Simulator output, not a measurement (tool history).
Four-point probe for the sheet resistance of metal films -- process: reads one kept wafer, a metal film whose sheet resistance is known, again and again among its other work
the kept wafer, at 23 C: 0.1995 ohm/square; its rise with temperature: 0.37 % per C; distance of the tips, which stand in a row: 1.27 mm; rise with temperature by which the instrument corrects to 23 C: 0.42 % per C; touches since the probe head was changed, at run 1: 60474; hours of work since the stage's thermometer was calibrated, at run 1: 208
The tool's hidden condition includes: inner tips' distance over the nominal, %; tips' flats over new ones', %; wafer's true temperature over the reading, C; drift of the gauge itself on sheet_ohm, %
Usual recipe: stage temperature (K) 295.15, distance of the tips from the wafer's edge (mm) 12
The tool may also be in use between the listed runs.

| run | hour | stage temperature (K) | distance of the tips from the wafer's edge (mm) | touches since the probe head was changed | hours of work since the stage's thermometer was calibrated | sheet resistance as the instrument gives it (ohm/square) |
|---|---|---|---|---|---|---|
| 1 | 0 | 295.15 | 12 | 60474 | 208 | 0.199975 |
| 2 | 6.6 | 295.15 | 9 | 60848 | 213 | 0.200846 |
| 3 | 15.5 | 295.15 | 9 | 61356 | 220 | 0.200872 |
| 4 | 29.2 | 295.15 | 9 | 62129 | 230 | 0.200875 |
| 5 | 43.9 | 295.15 | 9 | 62961 | 241 | 0.200911 |
| 6 | 51.7 | 295.15 | 35 | 63405 | 247 | 0.198808 |
| 7 | 60.7 | 298.15 | 12 | 63918 | 254 | 0.199682 |
| 8 | 71.1 | 298.15 | 12 | 64507 | 262 | 0.199641 |
| 9 | 79.7 | 305.15 | 12 | 64991 | 268 | 0.199038 |
| 10 | 90.2 | 305.15 | 12 | 65589 | 276 | 0.199039 |
| 11 | 105 | 305.15 | 12 | 66431 | 288 | 0.198882 |
| 12 | 115.2 | 305.15 | 12 | 67006 | 295 | 0.198982 |
| 13 | 130.7 | 305.15 | 19 | 67888 | 307 | 0.198281 |
| 14 | 141 | 305.15 | 19 | 68473 | 315 | 0.198258 |
| 15 | 154.7 | 305.15 | 19 | 69245 | 325 | 0.198255 |
| 16 | 162.9 | 297.15 | 7 | 69714 | 331 | 0.201856 |
| 17 | 178.6 | 297.15 | 66 | 70601 | 343 | 0.198471 |
| 18 | 188.7 | 297.15 | 66 | 71176 | 351 | 0.198523 |
| 19 | 200.5 | 296.15 | 66 | 71844 | 360 | 0.198583 |
| 20 | 210.4 | 297.15 | 4 | 72408 | 367 | 0.208613 |
| 21 | 219.2 | 297.15 | 4 | 72904 | 374 | 0.208579 |
| 22 | 228.9 | 293.15 | 59 | 73455 | 381 | 0.198771 |
| 23 | 240.1 | 293.15 | 59 | 74089 | 389 | 0.198774 |
| 24 | 250.5 | 291.15 | 3 | 74681 | 397 | 0.216372 |
| 25 | 263.2 | 295.15 | 16 | 75398 | 407 | 0.199227 |
| 26 | 277.8 | 300.15 | 72 | 76228 | 418 | 0.19813 |
| 27 | 289.9 | 300.15 | 72 | 76913 | 427 | 0.198108 |

Subtracting, for every run, the result it would have given without the tool's unlogged condition from the measured result gives the following. The same run-to-run variation enters both numbers; the gauge's scatter may not:
| run | sheet resistance as the instrument gives it (ohm/square) |
|---|---|
| 1 | -0.000829 |
| 2 | -0.000838 |
| 3 | -0.000844 |
| 4 | -0.000854 |
| 5 | -0.000867 |
| 6 | -0.000865 |
| 7 | -0.000877 |
| 8 | -0.000885 |
| 9 | -0.00089 |
| 10 | -0.000896 |
| 11 | -0.000907 |
| 12 | -0.000915 |
| 13 | -0.000925 |
| 14 | -0.000932 |
| 15 | -0.000942 |
| 16 | -0.000965 |
| 17 | -0.000962 |
| 18 | -0.00097 |
| 19 | -0.000978 |
| 20 | -0.001033 |
| 21 | -0.00104 |
| 22 | -0.001003 |
| 23 | -0.001012 |
| 24 | -0.001102 |
| 25 | -0.001033 |
| 26 | -0.00104 |
| 27 | -0.001049 |
